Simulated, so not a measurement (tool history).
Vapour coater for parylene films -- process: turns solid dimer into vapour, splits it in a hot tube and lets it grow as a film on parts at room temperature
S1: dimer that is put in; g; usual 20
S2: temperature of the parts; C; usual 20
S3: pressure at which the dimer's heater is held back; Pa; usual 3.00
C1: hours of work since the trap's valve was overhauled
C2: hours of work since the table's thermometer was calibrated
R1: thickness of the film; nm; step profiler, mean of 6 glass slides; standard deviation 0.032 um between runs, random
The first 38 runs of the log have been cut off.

| run | hour | S1 | S2 | S3 | C1 | C2 | R1 |
|---|---|---|---|---|---|---|---|
| 39 | 896.3 | 20 | 30 | 3.00 | 99 | 513 | 2480 |
| 40 | 914.1 | 20 | 30 | 2.23 | 109 | 523 | 2570 |
| 41 | 929.9 | 19 | 30 | 2.23 | 118 | 532 | 2400 |
| 42 | 955.1 | 9 | 15 | 8.74 | 133 | 546 | 1160 |
| 43 | 987.8 | 20 | 15 | 3.00 | 151 | 565 | 3030 |
| 44 | 1014.7 | 33 | 20 | 2.87 | 167 | 580 | 4630 |
| 45 | 1035.8 | 8 | 18 | 2.87 | 179 | 592 | 1180 |
| 46 | 1060.2 | 35 | 27 | 3.21 | 193 | 606 | 4270 |

Each row is a separate what-if for the run after 46, all from the same tool condition, not one after another. Results?
| A | 1087.4 | 35 | 27 | 3.00 | 208 | 622 | ? |
| B | 1087.4 | 35 | 30 | 7.43 | 208 | 622 | ? |
| C | 1087.4 | 35 | 18 | 3.21 | 208 | 622 | ? |
| D | 1087.4 | 17 | 22 | 9.15 | 208 | 622 | ? |

| run | R1 |
|---|---|
| A | 4370 |
| B | 3650 |
| C | 4920 |
| D | 1950 |
What these runs would have given with no unlogged condition in the tool:
| run | R1 |
|---|---|
| A | 4870 |
| B | 4060 |
| C | 5480 |
| D | 2160 |

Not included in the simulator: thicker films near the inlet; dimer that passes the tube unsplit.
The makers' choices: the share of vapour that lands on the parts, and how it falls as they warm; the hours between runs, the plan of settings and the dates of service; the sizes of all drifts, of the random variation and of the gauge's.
